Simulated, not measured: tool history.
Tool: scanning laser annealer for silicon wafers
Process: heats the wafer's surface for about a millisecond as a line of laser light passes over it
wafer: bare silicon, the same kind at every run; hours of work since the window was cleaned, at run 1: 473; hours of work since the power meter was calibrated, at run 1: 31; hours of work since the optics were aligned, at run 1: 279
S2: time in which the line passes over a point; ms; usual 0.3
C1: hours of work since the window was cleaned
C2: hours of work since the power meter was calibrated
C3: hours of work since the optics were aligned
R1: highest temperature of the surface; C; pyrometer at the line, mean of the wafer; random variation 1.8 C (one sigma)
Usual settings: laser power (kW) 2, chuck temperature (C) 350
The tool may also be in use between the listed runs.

{"run": 1, "hour": 0.0, "laser power (kW)": 2, "S2": 0.3, "chuck temperature (C)": 350, "C1": 473, "C2": 31, "C3": 279, "R1": 1055}
{"run": 2, "hour": 18.9, "laser power (kW)": 2, "S2": 0.3, "chuck temperature (C)": 350, "C1": 481, "C2": 38, "C3": 286, "R1": 1054}
{"run": 3, "hour": 30.8, "laser power (kW)": 2, "S2": 0.3, "chuck temperature (C)": 350, "C1": 486, "C2": 43, "C3": 291, "R1": 1054}
{"run": 4, "hour": 38.7, "laser power (kW)": 2, "S2": 0.3, "chuck temperature (C)": 350, "C1": 489, "C2": 47, "C3": 295, "R1": 1052}
{"run": 5, "hour": 49.7, "laser power (kW)": 2, "S2": 0.3, "chuck temperature (C)": 350, "C1": 494, "C2": 51, "C3": 299, "R1": 1053}
{"run": 6, "hour": 59.5, "laser power (kW)": 2, "S2": 0.3, "chuck temperature (C)": 350, "C1": 498, "C2": 55, "C3": 303, "R1": 1052}
{"run": 7, "hour": 74.2, "laser power (kW)": 2, "S2": 0.3, "chuck temperature (C)": 350, "C1": 504, "C2": 61, "C3": 309, "R1": 1049}
{"hour": 80.3, "done": "optics aligned, line set to its width"}
{"run": 8, "hour": 93.4, "laser power (kW)": 2, "S2": 0.3, "chuck temperature (C)": 350, "C1": 510, "C2": 67, "C3": 5, "R1": 1045}
{"hour": 106.7, "done": "window over the wafer cleaned"}
{"run": 9, "hour": 113.8, "laser power (kW)": 1.863, "S2": 0.22, "chuck temperature (C)": 359, "C1": 3, "C2": 75, "C3": 13, "R1": 922}
{"run": 10, "hour": 123.3, "laser power (kW)": 1.863, "S2": 0.22, "chuck temperature (C)": 359, "C1": 7, "C2": 79, "C3": 17, "R1": 924}
{"run": 11, "hour": 133.5, "laser power (kW)": 1.863, "S2": 0.22, "chuck temperature (C)": 359, "C1": 11, "C2": 83, "C3": 21, "R1": 927}

3 ways to go on from here, each from the tool as it stands after run 11. What would each give?
{"run": "A", "hour": 144.4, "laser power (kW)": 1.702, "S2": 0.291, "chuck temperature (C)": 324, "C1": 16, "C2": 88, "C3": 26, "R1": "?"}
{"run": "B", "hour": 144.4, "laser power (kW)": 2, "S2": 0.324, "chuck temperature (C)": 350, "C1": 16, "C2": 88, "C3": 26, "R1": "?"}
{"run": "C", "hour": 144.4, "laser power (kW)": 2, "S2": 0.3, "chuck temperature (C)": 315, "C1": 16, "C2": 88, "C3": 26, "R1": "?"}

run=A R1=920
run=B R1=1099
run=C R1=1032
Without the tool's hidden state the same runs would have given:
run=A R1=929
run=B R1=1109
run=C R1=1043
